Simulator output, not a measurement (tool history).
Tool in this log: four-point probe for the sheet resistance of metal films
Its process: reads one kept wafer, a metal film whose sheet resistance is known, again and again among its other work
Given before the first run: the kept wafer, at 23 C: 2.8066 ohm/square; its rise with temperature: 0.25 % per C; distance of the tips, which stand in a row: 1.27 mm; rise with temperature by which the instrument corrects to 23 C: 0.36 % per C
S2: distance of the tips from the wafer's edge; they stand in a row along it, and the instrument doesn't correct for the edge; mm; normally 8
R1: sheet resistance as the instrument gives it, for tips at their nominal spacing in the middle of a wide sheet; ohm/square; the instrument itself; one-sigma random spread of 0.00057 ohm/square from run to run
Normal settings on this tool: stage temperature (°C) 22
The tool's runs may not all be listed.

{"run": 1, "day": 0.0, "stage temperature (°C)": 22, "S2": 8, "R1": 2.867001}
{"run": 2, "day": 2.429, "stage temperature (°C)": 22, "S2": 6, "R1": 2.896128}
{"run": 3, "day": 4.904, "stage temperature (°C)": 22, "S2": 6, "R1": 2.896122}
{"run": 4, "day": 6.717, "stage temperature (°C)": 22, "S2": 6, "R1": 2.897118}
{"run": 5, "day": 8.25, "stage temperature (°C)": 21, "S2": 6, "R1": 2.901301}
{"run": 6, "day": 11.092, "stage temperature (°C)": 22, "S2": 8, "R1": 2.868559}
{"run": 7, "day": 12.838, "stage temperature (°C)": 23, "S2": 8, "R1": 2.866056}
{"run": 8, "day": 15.725, "stage temperature (°C)": 22, "S2": 3, "R1": 3.07741}
{"run": 9, "day": 17.388, "stage temperature (°C)": 22, "S2": 6, "R1": 2.89755}
{"run": 10, "day": 19.629, "stage temperature (°C)": 22, "S2": 6, "R1": 2.897969}
{"run": 11, "day": 21.867, "stage temperature (°C)": 22, "S2": 6, "R1": 2.898151}
{"run": 12, "day": 24.638, "stage temperature (°C)": 22, "S2": 6, "R1": 2.899037}
{"run": 13, "day": 26.229, "stage temperature (°C)": 22, "S2": 6, "R1": 2.898147}
{"run": 14, "day": 28.858, "stage temperature (°C)": 22, "S2": 6, "R1": 2.899785}
{"run": 15, "day": 30.604, "stage temperature (°C)": 22, "S2": 6, "R1": 2.899998}
{"run": 16, "day": 33.479, "stage temperature (°C)": 22, "S2": 6, "R1": 2.899991}
{"run": 17, "day": 36.188, "stage temperature (°C)": 22, "S2": 6, "R1": 2.900785}
{"run": 18, "day": 38.9, "stage temperature (°C)": 22, "S2": 6, "R1": 2.900492}
{"run": 19, "day": 42.138, "stage temperature (°C)": 22, "S2": 6, "R1": 2.900842}
{"run": 20, "day": 44.075, "stage temperature (°C)": 22, "S2": 6, "R1": 2.901817}
{"run": 21, "day": 47.192, "stage temperature (°C)": 22, "S2": 6, "R1": 2.901997}
{"run": 22, "day": 48.892, "stage temperature (°C)": 22, "S2": 6, "R1": 2.902016}
{"run": 23, "day": 51.417, "stage temperature (°C)": 22, "S2": 6, "R1": 2.902761}
{"run": 24, "day": 54.562, "stage temperature (°C)": 19, "S2": 33, "R1": 2.846369}
{"run": 25, "day": 56.833, "stage temperature (°C)": 25, "S2": 10, "R1": 2.851145}
{"run": 26, "day": 60.258, "stage temperature (°C)": 25, "S2": 7, "R1": 2.874732}
{"run": 27, "day": 63.396, "stage temperature (°C)": 19, "S2": 34, "R1": 2.848889}
{"run": 28, "day": 64.875, "stage temperature (°C)": 22, "S2": 24, "R1": 2.840725}
{"day": 65.212, "done": "stage's thermometer calibrated"}
{"run": 29, "day": 67.179, "stage temperature (°C)": 22, "S2": 24, "R1": 2.842194}
{"run": 30, "day": 70.088, "stage temperature (°C)": 20, "S2": 4, "R1": 2.990067}
{"run": 31, "day": 72.088, "stage temperature (°C)": 33, "S2": 8, "R1": 2.841926}
{"run": 32, "day": 73.925, "stage temperature (°C)": 18, "S2": 6, "R1": 2.918658}
{"run": 33, "day": 76.033, "stage temperature (°C)": 35, "S2": 13, "R1": 2.813278}
{"day": 76.375, "done": "stage's thermometer calibrated, once more"}
{"run": 34, "day": 77.712, "stage temperature (°C)": 35, "S2": 13, "R1": 2.808045}
{"run": 35, "day": 81.029, "stage temperature (°C)": 34, "S2": 45, "R1": 2.798438}
{"run": 36, "day": 83.383, "stage temperature (°C)": 23, "S2": 3, "R1": 3.077689}
{"run": 37, "day": 85.512, "stage temperature (°C)": 23, "S2": 12, "R1": 2.849422}
{"run": 38, "day": 87.383, "stage temperature (°C)": 24, "S2": 52, "R1": 2.829573}
{"run": 39, "day": 88.817, "stage temperature (°C)": 19, "S2": 22, "R1": 2.849542}
{"run": 40, "day": 91.392, "stage temperature (°C)": 19, "S2": 11, "R1": 2.86465}
{"run": 41, "day": 94.633, "stage temperature (°C)": 30, "S2": 65, "R1": 2.810849}
{"run": 42, "day": 96.312, "stage temperature (°C)": 19, "S2": 24, "R1": 2.84992}
{"run": 43, "day": 98.0, "stage temperature (°C)": 22, "S2": 25, "R1": 2.839169}
{"run": 44, "day": 99.554, "stage temperature (°C)": 19, "S2": 11, "R1": 2.865207}

Below are 5 alternative next runs, each starting from the tool's condition after run 44. Predict each:
{"run": "A", "day": 103.038, "stage temperature (°C)": 19, "S2": 73, "R1": "?"}
{"run": "B", "day": 103.038, "stage temperature (°C)": 19, "S2": 4, "R1": "?"}
{"run": "C", "day": 103.038, "stage temperature (°C)": 29, "S2": 22, "R1": "?"}
{"run": "D", "day": 103.038, "stage temperature (°C)": 20, "S2": 32, "R1": "?"}
{"run": "E", "day": 103.038, "stage temperature (°C)": 34, "S2": 41, "R1": "?"}

run=A R1=2.846537
run=B R1=2.991304
run=C R1=2.819171
run=D R1=2.843998
run=E R1=2.800144
With no hidden state in the tool, these same runs would have given:
run=A R1=2.820003
run=B R1=2.963536
run=C R1=2.792902
run=D R1=2.817489
run=E R1=2.774054
